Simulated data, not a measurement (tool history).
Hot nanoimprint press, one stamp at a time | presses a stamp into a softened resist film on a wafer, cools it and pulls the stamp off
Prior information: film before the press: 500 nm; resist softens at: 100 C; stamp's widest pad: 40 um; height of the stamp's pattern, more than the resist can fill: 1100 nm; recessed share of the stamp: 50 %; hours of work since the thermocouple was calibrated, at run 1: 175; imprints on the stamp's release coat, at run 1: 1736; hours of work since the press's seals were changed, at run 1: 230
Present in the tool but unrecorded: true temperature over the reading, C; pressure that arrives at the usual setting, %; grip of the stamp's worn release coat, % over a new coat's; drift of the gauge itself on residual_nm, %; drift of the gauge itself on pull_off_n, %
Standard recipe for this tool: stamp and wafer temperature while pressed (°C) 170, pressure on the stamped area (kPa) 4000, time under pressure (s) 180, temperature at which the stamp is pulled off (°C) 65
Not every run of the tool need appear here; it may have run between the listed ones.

| run | hour | stamp and wafer temperature while pressed (°C) | pressure on the stamped area (kPa) | time under pressure (s) | temperature at which the stamp is pulled off (°C) | hours of work since the thermocouple was calibrated | imprints on the stamp's release coat | hours of work since the press's seals were changed | resist left under the stamp's widest pad (angstrom) | greatest force while the stamp is pulled off (N) |
|---|---|---|---|---|---|---|---|---|---|---|
| 1 | 0 | 170 | 4000 | 180 | 65 | 175 | 1736 | 230 | 2362 | 408 |
| 2 | 35.6 | 170 | 4000 | 180 | 65 | 198 | 1874 | 252 | 2371 | 437 |
|  | 62.9 | stamp cleaned and given a new release coat |
| 3 | 77.7 | 159 | 4000 | 180 | 65 | 221 | 57 | 275 | 3618 | 218 |
| 4 | 129.6 | 181 | 4000 | 180 | 65 | 254 | 257 | 309 | 1530 | 230 |
| 5 | 154.7 | 181 | 4000 | 180 | 65 | 270 | 354 | 325 | 1533 | 246 |
| 6 | 190.8 | 181 | 4000 | 180 | 65 | 293 | 493 | 348 | 1536 | 260 |
| 7 | 221.2 | 181 | 4000 | 180 | 65 | 313 | 611 | 367 | 1541 | 275 |
| 8 | 274 | 172 | 3270 | 180 | 65 | 347 | 814 | 401 | 2467 | 304 |
| 9 | 313.3 | 172 | 2630 | 180 | 67 | 372 | 966 | 426 | 2752 | 307 |
| 10 | 339.5 | 170 | 4000 | 136 | 65 | 388 | 1067 | 443 | 2622 | 338 |
| 11 | 362.5 | 170 | 3060 | 220 | 70 | 403 | 1155 | 457 | 2563 | 323 |
| 12 | 419.2 | 170 | 5450 | 179 | 54 | 439 | 1374 | 493 | 2081 | 402 |
| 13 | 471.6 | 170 | 5450 | 179 | 54 | 473 | 1576 | 527 | 2103 | 441 |

Forecast each of these 4 alternatives for the next run:
| A | 517.3 | 170 | 5450 | 179 | 57 | 502 | 1752 | 556 | ? | ? |
| B | 517.3 | 170 | 2740 | 180 | 65 | 502 | 1752 | 556 | ? | ? |
| C | 517.3 | 170 | 5410 | 180 | 65 | 502 | 1752 | 556 | ? | ? |
| D | 517.3 | 171 | 5450 | 179 | 54 | 502 | 1752 | 556 | ? | ? |

| run | resist left under the stamp's widest pad (angstrom) | greatest force while the stamp is pulled off (N) |
|---|---|---|
| A | 2103 | 458 |
| B | 2916 | 408 |
| C | 2111 | 413 |
| D | 2014 | 462 |
Without the tool's hidden state the same runs would have given:
| run | resist left under the stamp's widest pad (angstrom) | greatest force while the stamp is pulled off (N) |
|---|---|---|
| A | 1961 | 232 |
| B | 2773 | 206 |
| C | 1969 | 209 |
| D | 1878 | 233 |

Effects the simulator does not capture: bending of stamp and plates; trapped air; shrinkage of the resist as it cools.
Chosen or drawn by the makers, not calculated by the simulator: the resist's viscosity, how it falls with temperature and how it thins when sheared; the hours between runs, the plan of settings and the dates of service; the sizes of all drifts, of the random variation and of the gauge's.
